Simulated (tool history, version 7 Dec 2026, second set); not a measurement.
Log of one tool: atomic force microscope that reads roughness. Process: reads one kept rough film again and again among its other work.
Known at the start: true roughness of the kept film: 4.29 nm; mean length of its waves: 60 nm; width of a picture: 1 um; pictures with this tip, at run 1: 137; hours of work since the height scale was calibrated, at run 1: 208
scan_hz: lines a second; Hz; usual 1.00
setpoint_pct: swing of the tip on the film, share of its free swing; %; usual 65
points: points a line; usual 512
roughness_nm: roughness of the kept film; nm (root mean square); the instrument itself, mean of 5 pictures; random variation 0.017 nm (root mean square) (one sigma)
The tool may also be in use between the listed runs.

run	day	scan_hz	setpoint_pct	points	pictures with this tip	hours of work since the height scale was calibrated	roughness_nm
1	0.000	1.00	65	512	137	208	3.780
2	0.458	1.00	65	402	153	214	3.754
3	0.817	1.00	65	402	165	218	3.752
# day 0.954: new tip fitted
4	1.238	1.00	65	402	10	223	4.015
5	1.629	1.00	65	402	24	228	3.986
6	1.938	1.00	65	402	35	232	3.950
7	2.388	0.57	65	512	51	237	4.003
8	2.912	0.57	65	512	69	244	3.951
9	3.383	0.57	65	512	85	250	3.921
10	3.625	0.57	65	512	94	253	3.904
11	3.867	0.57	65	512	102	256	3.877
12	4.188	2.15	65	512	113	260	3.666
13	4.542	2.15	65	512	126	264	3.650
14	4.883	1.00	60	512	138	268	3.802
15	5.400	1.09	60	512	156	275	3.751
# day 5.804: new tip fitted
16	5.842	1.09	60	512	1	280	4.079
17	6.204	1.00	76	512	14	284	3.923
# day 6.292: height scale calibrated on a step standard
18	6.592	1.00	76	512	26	4	3.879
19	7.129	1.00	76	512	45	10	3.836
20	7.583	1.00	76	512	61	16	3.803
21	8.038	1.00	76	512	77	21	3.780
22	8.275	1.00	76	692	85	24	3.759
23	8.679	1.00	65	297	99	29	3.825
24	8.933	0.64	75	450	108	32	3.820
# day 9.062: height scale calibrated on a step standard, once more
25	9.333	0.71	75	741	120	3	3.807
26	9.650	0.55	85	936	131	7	3.736
27	9.933	1.33	62	694	141	11	3.742
28	10.471	1.33	84	898	160	17	3.452
# day 10.754: new tip fitted
29	10.946	1.33	84	898	7	23	3.703
30	11.475	1.71	59	614	25	29	3.950
31	12.004	1.71	59	614	44	36	3.932
32	12.392	1.71	85	317	57	41	3.483
33	12.892	0.74	84	714	75	47	3.768
34	13.262	0.74	84	714	88	51	3.766
35	13.633	2.15	84	259	101	56	3.312
36	14.142	2.15	84	259	119	62	3.270
37	14.492	1.60	79	668	131	67	3.509
38	14.792	1.96	66	423	141	70	3.648
39	15.229	1.96	66	275	156	76	3.631
40	15.450	1.96	66	275	164	78	3.590
# day 15.600: new tip fitted
41	15.692	1.96	66	275	3	81	3.889
42	16.092	2.20	79	343	17	86	3.575
43	16.367	0.64	63	343	27	89	4.030
44	16.858	0.64	63	343	44	95	4.034
45	17.346	1.13	74	461	61	101	3.802

Some steps in roughness_nm between neighbouring runs. How much of each would the tool show without its hidden state too (settings, what came in, random variation), and how much is left for the hidden state, with any gauge scatter that isn't in both results?
The hidden state here: radius of the tip, nm; height scale over the true one, %; drift of the gauge itself on roughness_nm, %.
Run 3 -> 4: new tip fitted. roughness_nm +0.263 nm (root mean square): hidden state +0.288, all else -0.025.
Run 15 -> 16: new tip fitted. roughness_nm +0.328 nm (root mean square): hidden state +0.324, all else +0.004.
Run 31 -> 32: setpoint_pct 59 -> 85, points 614 -> 317. roughness_nm -0.449 nm (root mean square): hidden state -0.013, all else -0.436.
Run 34 -> 35: scan_hz 0.74 -> 2.15, points 714 -> 259. roughness_nm -0.454 nm (root mean square): hidden state +0.000, all else -0.454.
Run 40 -> 41: new tip fitted. roughness_nm +0.299 nm (root mean square): hidden state +0.316, all else -0.017.
Run 42 -> 43: scan_hz 2.20 -> 0.64, setpoint_pct 79 -> 63. roughness_nm +0.455 nm (root mean square): hidden state -0.023, all else +0.478.

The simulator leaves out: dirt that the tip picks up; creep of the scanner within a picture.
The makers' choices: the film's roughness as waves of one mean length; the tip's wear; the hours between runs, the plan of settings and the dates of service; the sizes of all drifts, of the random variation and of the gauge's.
